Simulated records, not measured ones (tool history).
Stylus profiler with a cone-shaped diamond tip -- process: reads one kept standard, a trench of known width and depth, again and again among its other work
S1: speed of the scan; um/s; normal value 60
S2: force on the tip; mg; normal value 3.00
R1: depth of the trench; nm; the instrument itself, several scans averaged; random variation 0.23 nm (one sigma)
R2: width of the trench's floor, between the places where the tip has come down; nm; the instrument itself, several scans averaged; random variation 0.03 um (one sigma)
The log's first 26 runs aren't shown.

run 27 hour=1226.6 | S1=185 S2=2.12 | R1=1017.00 R2=43400
run 28 hour=1283.5 | S1=25 S2=2.36 | R1=1018.39 R2=43810
run 29 hour=1349.0 | S1=133 S2=4.85 | R1=1026.61 R2=43570
run 30 hour=1397.5 | S1=100 S2=2.82 | R1=1020.28 R2=43520
run 31 hour=1443.5 | S1=119 S2=3.00 | R1=1021.23 R2=43460
-- hour=1492.4 height scale calibrated on a step standard
run 32 hour=1501.1 | S1=145 S2=2.41 | R1=1013.76 R2=43390
run 33 hour=1554.6 | S1=145 S2=1.22 | R1=1008.92 R2=43170
run 34 hour=1616.7 | S1=145 S2=1.22 | R1=1008.89 R2=43150
run 35 hour=1676.7 | S1=204 S2=4.49 | R1=1021.80 R2=43250

What does the tool deliver on the next run?
run 36 hour=1741.7 | S1=26 S2=1.05 | R1=? R2=?

Run 36 came out at R1 1009.04 nm, R2 43470 nm.
The same run, on a tool lacking any hidden state, would have yielded R1 1008.22 nm, R2 45900 nm.

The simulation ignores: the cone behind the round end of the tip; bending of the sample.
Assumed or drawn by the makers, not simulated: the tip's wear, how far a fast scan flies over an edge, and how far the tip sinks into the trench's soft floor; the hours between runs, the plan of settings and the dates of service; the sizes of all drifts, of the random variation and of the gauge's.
